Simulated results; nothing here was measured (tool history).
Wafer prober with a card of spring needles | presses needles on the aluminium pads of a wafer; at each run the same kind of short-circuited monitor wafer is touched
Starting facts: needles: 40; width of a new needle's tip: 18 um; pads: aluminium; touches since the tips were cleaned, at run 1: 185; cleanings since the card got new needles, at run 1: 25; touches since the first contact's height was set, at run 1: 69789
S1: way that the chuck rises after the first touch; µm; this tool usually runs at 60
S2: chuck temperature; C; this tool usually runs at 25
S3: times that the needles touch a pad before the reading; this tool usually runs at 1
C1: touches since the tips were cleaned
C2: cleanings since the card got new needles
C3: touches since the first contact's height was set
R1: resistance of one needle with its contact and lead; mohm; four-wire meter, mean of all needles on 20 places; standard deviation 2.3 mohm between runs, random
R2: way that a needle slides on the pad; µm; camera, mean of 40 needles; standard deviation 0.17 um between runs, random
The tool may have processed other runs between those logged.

run 1 hour=0.0 | S1=60 S2=25 S3=1 | C1=185 C2=25 C3=69789 | R1=291 R2=15.53
-- hour=5.9 tips cleaned on abrasive film
run 2 hour=10.9 | S1=60 S2=25 S3=1 | C1=1850 C2=26 C3=73805 | R1=378 R2=16.12
-- hour=12.9 tips cleaned on abrasive film
run 3 hour=18.3 | S1=60 S2=117 S3=1 | C1=2006 C2=27 C3=76509 | R1=410 R2=16.00
-- hour=19.9 tips cleaned on abrasive film
run 4 hour=25.1 | S1=60 S2=117 S3=1 | C1=1935 C2=28 C3=79015 | R1=410 R2=15.97
-- hour=27.2 tips cleaned on abrasive film
-- hour=34.2 tips cleaned on abrasive film
run 5 hour=34.6 | S1=60 S2=117 S3=1 | C1=149 C2=30 C3=82466 | R1=311 R2=15.90
-- hour=40.8 tips cleaned on abrasive film
run 6 hour=42.2 | S1=60 S2=117 S3=1 | C1=502 C2=31 C3=85263 | R1=333 R2=15.76
-- hour=48.0 tips cleaned on abrasive film
run 7 hour=49.9 | S1=60 S2=25 S3=2 | C1=714 C2=32 C3=88095 | R1=292 R2=15.73
-- hour=54.9 tips cleaned on abrasive film
run 8 hour=58.8 | S1=60 S2=25 S3=1 | C1=1449 C2=33 C3=91378 | R1=368 R2=15.83
-- hour=61.5 tips cleaned on abrasive film
-- hour=68.0 tips cleaned on abrasive film
run 9 hour=68.9 | S1=60 S2=25 S3=1 | C1=354 C2=35 C3=95063 | R1=304 R2=15.81
-- hour=74.9 tips cleaned on abrasive film
run 10 hour=78.9 | S1=60 S2=25 S3=1 | C1=1516 C2=36 C3=98764 | R1=377 R2=15.85
-- hour=82.0 tips cleaned on abrasive film
run 11 hour=83.8 | S1=78 S2=25 S3=1 | C1=650 C2=37 C3=100530 | R1=291 R2=20.81
-- hour=89.1 tips cleaned on abrasive film
run 12 hour=90.1 | S1=60 S2=25 S3=1 | C1=400 C2=38 C3=102857 | R1=308 R2=15.81
-- hour=96.1 tips cleaned on abrasive film
run 13 hour=99.1 | S1=60 S2=25 S3=1 | C1=1136 C2=39 C3=106168 | R1=346 R2=15.71
-- hour=102.8 tips cleaned on abrasive film
run 14 hour=106.0 | S1=60 S2=25 S3=1 | C1=1223 C2=40 C3=108702 | R1=372 R2=15.46
-- hour=109.8 tips cleaned on abrasive film
-- hour=116.6 tips cleaned on abrasive film
run 15 hour=117.5 | S1=60 S2=25 S3=1 | C1=327 C2=42 C3=112897 | R1=296 R2=15.86
-- hour=123.7 tips cleaned on abrasive film
run 16 hour=126.9 | S1=60 S2=25 S3=1 | C1=1211 C2=43 C3=116360 | R1=364 R2=15.85
-- hour=130.7 tips cleaned on abrasive film
run 17 hour=133.8 | S1=77 S2=25 S3=1 | C1=1164 C2=44 C3=118888 | R1=316 R2=20.62
-- hour=137.4 tips cleaned on abrasive film
-- hour=144.3 tips cleaned on abrasive film
run 18 hour=145.1 | S1=60 S2=25 S3=2 | C1=260 C2=46 C3=122996 | R1=285 R2=15.60
-- hour=151.2 tips cleaned on abrasive film
run 19 hour=152.4 | S1=51 S2=25 S3=2 | C1=431 C2=47 C3=125689 | R1=314 R2=12.87
-- hour=158.5 tips cleaned on abrasive film
run 20 hour=160.3 | S1=69 S2=25 S3=2 | C1=656 C2=48 C3=128584 | R1=295 R2=18.26
-- hour=165.0 tips cleaned on abrasive film
run 21 hour=165.5 | S1=40 S2=25 S3=1 | C1=193 C2=49 C3=130501 | R1=351 R2=10.09
-- hour=171.7 tips cleaned on abrasive film
run 22 hour=175.9 | S1=40 S2=25 S3=1 | C1=1572 C2=50 C3=134335 | R1=548 R2=9.69
-- hour=178.8 tips cleaned on abrasive film
-- hour=185.5 tips cleaned on abrasive film
run 23 hour=187.4 | S1=68 S2=38 S3=3 | C1=735 C2=52 C3=138546 | R1=286 R2=17.51
-- hour=192.4 tips cleaned on abrasive film
run 24 hour=192.4 | S1=60 S2=71 S3=2 | C1=19 C2=53 C3=140362 | R1=284 R2=15.37
-- hour=199.5 tips cleaned on abrasive film
run 25 hour=201.5 | S1=46 S2=63 S3=2 | C1=771 C2=54 C3=143719 | R1=366 R2=11.31
-- hour=206.2 tips cleaned on abrasive film
run 26 hour=211.0 | S1=46 S2=63 S3=2 | C1=1799 C2=55 C3=147221 | R1=429 R2=11.51
-- hour=213.2 tips cleaned on abrasive film
run 27 hour=219.0 | S1=45 S2=63 S3=2 | C1=2159 C2=56 C3=150149 | R1=482 R2=11.25
-- hour=219.7 tips cleaned on abrasive film
-- hour=226.4 tips cleaned on abrasive film
run 28 hour=226.4 | S1=45 S2=63 S3=2 | C1=0 C2=58 C3=152846 | R1=303 R2=10.89
-- hour=233.6 tips cleaned on abrasive film
run 29 hour=235.9 | S1=45 S2=51 S3=1 | C1=859 C2=59 C3=156317 | R1=455 R2=10.85
-- hour=240.2 tips cleaned on abrasive film
-- hour=246.7 tips cleaned on abrasive film
run 30 hour=246.7 | S1=45 S2=51 S3=1 | C1=0 C2=61 C3=160274 | R1=319 R2=10.87
-- hour=253.9 tips cleaned on abrasive film
run 31 hour=256.1 | S1=45 S2=51 S3=1 | C1=829 C2=62 C3=163727 | R1=452 R2=11.14

Per-run results on a tool with no hidden state, each run keeping its own random variation:
Hidden conditions of the tool in this case: debris on the tips, nm; way that the needles fall short of the set height, um; tips' diameter, um; drift of the gauge itself on contact_mohm, %; drift of the gauge itself on scrub_um, %.
run=1 R1=257 R2=16.17
run=2 R1=256 R2=16.79
run=3 R1=284 R2=16.69
run=4 R1=286 R2=16.68
run=5 R1=285 R2=16.67
run=6 R1=291 R2=16.53
run=7 R1=254 R2=16.53
run=8 R1=262 R2=16.65
run=9 R1=257 R2=16.69
run=10 R1=258 R2=16.76
run=11 R1=252 R2=21.74
run=12 R1=257 R2=16.76
run=13 R1=259 R2=16.67
run=14 R1=261 R2=16.44
run=15 R1=256 R2=16.91
run=16 R1=257 R2=16.92
run=17 R1=253 R2=21.73
run=18 R1=260 R2=16.75
run=19 R1=261 R2=14.04
run=20 R1=257 R2=19.49
run=21 R1=265 R2=11.33
run=22 R1=262 R2=10.93
run=23 R1=262 R2=18.82
run=24 R1=274 R2=16.69
run=25 R1=279 R2=12.68
run=26 R1=278 R2=12.90
run=27 R1=283 R2=12.68
run=28 R1=281 R2=12.36
run=29 R1=271 R2=12.31
run=30 R1=277 R2=12.42
run=31 R1=269 R2=12.72
